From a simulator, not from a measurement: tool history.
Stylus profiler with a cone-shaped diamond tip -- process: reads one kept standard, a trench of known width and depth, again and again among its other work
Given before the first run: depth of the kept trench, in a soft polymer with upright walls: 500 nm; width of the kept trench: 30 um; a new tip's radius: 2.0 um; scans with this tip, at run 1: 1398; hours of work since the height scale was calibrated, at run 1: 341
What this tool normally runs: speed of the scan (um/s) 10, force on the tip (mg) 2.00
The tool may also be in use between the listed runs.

run,hour,speed of the scan (um/s),force on the tip (mg),scans with this tip,hours of work since the height scale was calibrated,depth of the trench (angstrom),width of the trench's floor (nm)
1,0.0,10,2.00,1398,341,5047.2,27290
2,86.3,10,2.00,1617,394,5046.3,27200
3,164.0,10,2.00,1814,442,5045.1,27250
4,209.6,10,2.00,1930,471,5044.5,27230
5,290.6,6,2.00,2136,521,5045.3,27220
6,388.5,10,2.00,2384,582,5044.4,27150
7,454.3,4,2.00,2551,622,5043.3,27160
8,540.5,4,2.00,2770,676,5043.3,27170
9,633.3,15,1.63,3006,733,5036.6,27050
10,736.7,15,1.63,3269,797,5034.8,27040
11,792.2,15,1.63,3410,832,5034.3,27040
12,861.4,11,2.56,3585,874,5050.4,27070

Consider 4 possible next runs. They are alternatives, not a sequence: every one starts from the tool as it was left by run 12. What does each give?
A,957.0,10,2.81,3828,934,?,?
B,957.0,11,1.02,3828,934,?,?
C,957.0,38,1.65,3828,934,?,?
D,957.0,2,1.82,3828,934,?,?

run,depth of the trench (angstrom),width of the trench's floor (nm)
A,5054.1,27140
B,5020.7,26990
C,5032.4,26960
D,5038.7,27100
Without the tool's hidden state the same runs would have given:
run,depth of the trench (angstrom),width of the trench's floor (nm)
A,5066.8,27410
B,5033.3,27260
C,5045.1,27230
D,5051.4,27370
